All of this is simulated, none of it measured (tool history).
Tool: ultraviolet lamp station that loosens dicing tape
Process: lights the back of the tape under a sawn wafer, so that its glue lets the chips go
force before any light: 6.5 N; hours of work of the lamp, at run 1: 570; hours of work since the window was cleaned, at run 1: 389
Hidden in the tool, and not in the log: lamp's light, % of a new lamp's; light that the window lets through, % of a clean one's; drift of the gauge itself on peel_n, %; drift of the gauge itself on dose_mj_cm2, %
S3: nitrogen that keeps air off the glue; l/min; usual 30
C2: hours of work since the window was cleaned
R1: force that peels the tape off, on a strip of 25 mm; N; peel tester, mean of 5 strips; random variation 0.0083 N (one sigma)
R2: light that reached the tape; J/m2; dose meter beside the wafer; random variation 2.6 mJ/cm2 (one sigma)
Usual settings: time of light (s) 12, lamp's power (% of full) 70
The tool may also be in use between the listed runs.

Run 1, hour 0: usual settings; hours of work of the lamp 570; C2 389. Result: R1 0.704 N, R2 2220 J/m2.
Run 2, hour 34.2: usual settings but S3 32 l/min; hours of work of the lamp 595; C2 413. Result: R1 0.741 N, R2 2190 J/m2.
Run 3, hour 58.8: usual settings but S3 32 l/min; hours of work of the lamp 612; C2 430. Result: R1 0.737 N, R2 2120 J/m2.
Run 4, hour 82.6: usual settings but S3 32 l/min; hours of work of the lamp 629; C2 447. Result: R1 0.791 N, R2 2140 J/m2.
Run 5, hour 111.1: usual settings but S3 32 l/min; hours of work of the lamp 649; C2 467. Result: R1 0.806 N, R2 2090 J/m2.
Run 6, hour 131.3: usual settings but S3 32 l/min; hours of work of the lamp 663; C2 482. Result: R1 0.83 N, R2 2060 J/m2.
Run 7, hour 151.9: usual settings but S3 32 l/min; hours of work of the lamp 678; C2 496. Result: R1 0.823 N, R2 2070 J/m2.
Run 8, hour 173.6: usual settings; hours of work of the lamp 693; C2 511. Result: R1 0.903 N, R2 2000 J/m2.
Run 9, hour 206.7: usual settings; hours of work of the lamp 717; C2 535. Result: R1 0.927 N, R2 1950 J/m2.
Run 10, hour 229.7: usual settings; hours of work of the lamp 733; C2 551. Result: R1 0.932 N, R2 1960 J/m2.
Run 11, hour 249.3: usual settings; hours of work of the lamp 747; C2 565. Result: R1 0.983 N, R2 1930 J/m2.
At hour 263: window cleaned of glue's vapour.
Run 12, hour 265.8: usual settings; hours of work of the lamp 758; C2 2. Result: R1 0.777 N, R2 2150 J/m2.
Run 13, hour 304: usual settings; hours of work of the lamp 786; C2 29. Result: R1 0.853 N, R2 2060 J/m2.
Run 14, hour 338.4: usual settings; hours of work of the lamp 810; C2 53. Result: R1 0.875 N, R2 2050 J/m2.
Run 15, hour 369.9: usual settings but time of light (s) 7; hours of work of the lamp 832; C2 76. Result: R1 2.02 N, R2 1130 J/m2.
Run 16, hour 388.1: usual settings but time of light (s) 23; hours of work of the lamp 845; C2 89. Result: R1 0.252 N, R2 3760 J/m2.
Run 17, hour 413.1: usual settings; hours of work of the lamp 863; C2 106. Result: R1 0.959 N, R2 1950 J/m2.
Run 18, hour 434.1: usual settings; hours of work of the lamp 878; C2 121. Result: R1 0.937 N, R2 1930 J/m2.
Run 19, hour 452.7: usual settings; hours of work of the lamp 891; C2 134. Result: R1 0.98 N, R2 1920 J/m2.
Run 20, hour 483.6: usual settings but lamp's power (% of full) 80; hours of work of the lamp 913; C2 156. Result: R1 0.802 N, R2 2100 J/m2.
Run 21, hour 510.3: usual settings but time of light (s) 16, lamp's power (% of full) 80; hours of work of the lamp 932; C2 175. Result: R1 0.474 N, R2 2770 J/m2.
Run 22, hour 540.1: usual settings but time of light (s) 16, lamp's power (% of full) 80; hours of work of the lamp 953; C2 196. Result: R1 0.487 N, R2 2740 J/m2.
Run 23, hour 557.2: usual settings but time of light (s) 16, lamp's power (% of full) 68, S3 17 l/min; hours of work of the lamp 965; C2 209. Result: R1 0.974 N, R2 2260 J/m2.
At hour 576: lamp changed.
Run 24, hour 596.5: usual settings but time of light (s) 16, lamp's power (% of full) 68, S3 17 l/min; hours of work of the lamp 15; C2 236. Result: R1 0.316 N, R2 3970 J/m2.
Run 25, hour 628: usual settings but time of light (s) 8, lamp's power (% of full) 73, S3 22 l/min; hours of work of the lamp 37; C2 258. Result: R1 0.999 N, R2 2080 J/m2.
Run 26, hour 655.6: usual settings but time of light (s) 8, lamp's power (% of full) 73, S3 11 l/min; hours of work of the lamp 56; C2 277. Result: R1 1.476 N, R2 2110 J/m2.
Run 27, hour 676.3: usual settings but time of light (s) 23, lamp's power (% of full) 68, S3 29 l/min; hours of work of the lamp 71; C2 292. Result: R1 0.155 N, R2 5540 J/m2.
Run 28, hour 692: usual settings but time of light (s) 23, lamp's power (% of full) 68, S3 29 l/min; hours of work of the lamp 82; C2 303. Result: R1 0.148 N, R2 5420 J/m2.
Run 29, hour 723.3: usual settings but time of light (s) 23, lamp's power (% of full) 68, S3 29 l/min; hours of work of the lamp 104; C2 325. Result: R1 0.155 N, R2 5360 J/m2.
Run 30, hour 741.8: usual settings but time of light (s) 6, lamp's power (% of full) 67, S3 29 l/min; hours of work of the lamp 117; C2 339. Result: R1 1.7 N, R2 1380 J/m2.
Run 31, hour 778.2: usual settings but lamp's power (% of full) 99, S3 11 l/min; hours of work of the lamp 143; C2 364. Result: R1 0.44 N, R2 3990 J/m2.
Run 32, hour 799.3: usual settings but time of light (s) 10; hours of work of the lamp 158; C2 379. Result: R1 0.678 N, R2 2320 J/m2.
Run 33, hour 818.8: usual settings but time of light (s) 14, lamp's power (% of full) 63, S3 15 l/min; hours of work of the lamp 172; C2 393. Result: R1 0.681 N, R2 2870 J/m2.
Run 34, hour 844: usual settings but time of light (s) 10, lamp's power (% of full) 95; hours of work of the lamp 190; C2 411. Result: R1 0.361 N, R2 3120 J/m2.
Run 35, hour 862: usual settings but lamp's power (% of full) 97, S3 23 l/min; hours of work of the lamp 203; C2 424. Result: R1 0.298 N, R2 3740 J/m2.
Run 36, hour 879.7: usual settings but time of light (s) 20, lamp's power (% of full) 97, S3 25 l/min; hours of work of the lamp 215; C2 436. Result: R1 0.14 N, R2 6190 J/m2.
Run 37, hour 909.3: usual settings but time of light (s) 11, S3 9 l/min; hours of work of the lamp 236; C2 457. Result: R1 1.304 N, R2 2410 J/m2.
Run 38, hour 946.4: usual settings but time of light (s) 9, S3 12 l/min; hours of work of the lamp 262; C2 484. Result: R1 1.537 N, R2 1910 J/m2.
Run 39, hour 977.7: usual settings but lamp's power (% of full) 93; hours of work of the lamp 285; C2 506. Result: R1 0.296 N, R2 3360 J/m2.
Run 40, hour 993.7: usual settings but time of light (s) 11, lamp's power (% of full) 87; hours of work of the lamp 296; C2 517. Result: R1 0.437 N, R2 2890 J/m2.
Run 41, hour 1013.8: usual settings but time of light (s) 7, lamp's power (% of full) 87, S3 26 l/min; hours of work of the lamp 310; C2 531. Result: R1 1.136 N, R2 1780 J/m2.
Run 42, hour 1030.4: usual settings but time of light (s) 7, lamp's power (% of full) 87, S3 26 l/min; hours of work of the lamp 322; C2 543. Result: R1 1.199 N, R2 1820 J/m2.
Run 43, hour 1052.5: usual settings but lamp's power (% of full) 74, S3 11 l/min; hours of work of the lamp 338; C2 559. Result: R1 1.03 N, R2 2600 J/m2.

Some steps in R1 between neighbouring runs. How much of each would the tool show without its hidden state too (settings, what came in, random variation), and how much is left for the hidden state, with any gauge scatter that isn't in both results?
Run 15 -> 16: time of light (s) 7 -> 23. R1 -1.768 N: hidden state -0.916, all else -0.852.
Run 16 -> 17: time of light (s) 23 -> 12. R1 +0.707 N: hidden state +0.51, all else +0.197.
Run 23 -> 24: lamp changed. R1 -0.658 N: hidden state -0.659, all else +0.001.
Run 26 -> 27: time of light (s) 8 -> 23, lamp's power (% of full) 73 -> 68, S3 11 -> 29. R1 -1.321 N: hidden state -0.183, all else -1.138.
Run 29 -> 30: time of light (s) 23 -> 6, lamp's power (% of full) 68 -> 67. R1 +1.545 N: hidden state +0.28, all else +1.265.
